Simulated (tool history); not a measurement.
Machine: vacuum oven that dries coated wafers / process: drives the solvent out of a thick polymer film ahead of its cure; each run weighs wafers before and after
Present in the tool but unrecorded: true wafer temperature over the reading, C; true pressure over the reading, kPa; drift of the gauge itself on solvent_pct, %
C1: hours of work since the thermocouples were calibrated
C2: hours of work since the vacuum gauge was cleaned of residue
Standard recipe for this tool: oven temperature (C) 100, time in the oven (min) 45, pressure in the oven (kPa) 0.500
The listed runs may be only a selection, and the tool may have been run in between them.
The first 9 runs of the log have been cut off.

Run 10, hour 268.8: usual settings; C1 441; C2 204. Result: solvent left in the film (%) 3.34.
Run 11, hour 310.5: usual settings; C1 471; C2 233. Result: solvent left in the film (%) 3.34.
Run 12, hour 348.8: usual settings; C1 498; C2 260. Result: solvent left in the film (%) 3.35.
Run 13, hour 375.0: usual settings; C1 516; C2 278. Result: solvent left in the film (%) 3.37.
Run 14, hour 395.3: usual settings; C1 531; C2 293. Result: solvent left in the film (%) 3.32.
Run 15, hour 425.4: usual settings but pressure in the oven (kPa) 0.296; C1 552; C2 314. Result: solvent left in the film (%) 3.30.
Run 16, hour 466.7: usual settings but pressure in the oven (kPa) 0.296; C1 581; C2 343. Result: solvent left in the film (%) 3.22.
Run 17, hour 492.4: usual settings; C1 599; C2 361. Result: solvent left in the film (%) 3.36.
Run 18, hour 534.4: usual settings; C1 629; C2 391. Result: solvent left in the film (%) 3.34.
Run 19, hour 568.0: usual settings but oven temperature (C) 85; C1 652; C2 415. Result: solvent left in the film (%) 7.43.
Run 20, hour 606.1: usual settings but oven temperature (C) 85; C1 679; C2 442. Result: solvent left in the film (%) 7.45.
Run 21, hour 632.1: usual settings but time in the oven (min) 70; C1 698; C2 460. Result: solvent left in the film (%) 1.58.
Run 22, hour 664.9: usual settings but time in the oven (min) 70; C1 721; C2 483. Result: solvent left in the film (%) 1.51.
Run 23, hour 695.4: usual settings but time in the oven (min) 70; C1 742; C2 505. Result: solvent left in the film (%) 1.58.
Run 24, hour 732.7: usual settings but time in the oven (min) 70; C1 769; C2 531. Result: solvent left in the film (%) 1.61.
Run 25, hour 751.7: usual settings but time in the oven (min) 70; C1 782; C2 544. Result: solvent left in the film (%) 1.61.
Run 26, hour 775.4: usual settings but oven temperature (C) 110, time in the oven (min) 23, pressure in the oven (kPa) 0.331; C1 799; C2 561. Result: solvent left in the film (%) 4.31.
Run 27, hour 807.5: usual settings but oven temperature (C) 105, time in the oven (min) 29, pressure in the oven (kPa) 1.881; C1 821; C2 584. Result: solvent left in the film (%) 4.97.
Run 28, hour 846.9: usual settings but oven temperature (C) 115, time in the oven (min) 43, pressure in the oven (kPa) 1.881; C1 849; C2 611. Result: solvent left in the film (%) 1.45.
Run 29, hour 868.6: usual settings but oven temperature (C) 115, time in the oven (min) 43, pressure in the oven (kPa) 1.881; C1 865; C2 627. Result: solvent left in the film (%) 1.48.
Run 30, hour 892.9: usual settings but oven temperature (C) 106, time in the oven (min) 74, pressure in the oven (kPa) 1.159; C1 882; C2 644. Result: solvent left in the film (%) 1.14.
Run 31, hour 910.3: usual settings but oven temperature (C) 86, time in the oven (min) 73, pressure in the oven (kPa) 1.159; C1 894; C2 656. Result: solvent left in the film (%) 4.90.

Run 32 has not been measured yet. What should we expect?
At hour 931.1: oven's thermocouples calibrated.
Run 32, hour 945.1: usual settings but oven temperature (C) 86, time in the oven (min) 73, pressure in the oven (kPa) 1.159; C1 10; C2 679. Result: solvent left in the film (%) ?.

solvent left in the film (%): 5.17
With the hidden condition absent and the run-to-run variation left alone, this run would have shown solvent left in the film (%) 4.95.

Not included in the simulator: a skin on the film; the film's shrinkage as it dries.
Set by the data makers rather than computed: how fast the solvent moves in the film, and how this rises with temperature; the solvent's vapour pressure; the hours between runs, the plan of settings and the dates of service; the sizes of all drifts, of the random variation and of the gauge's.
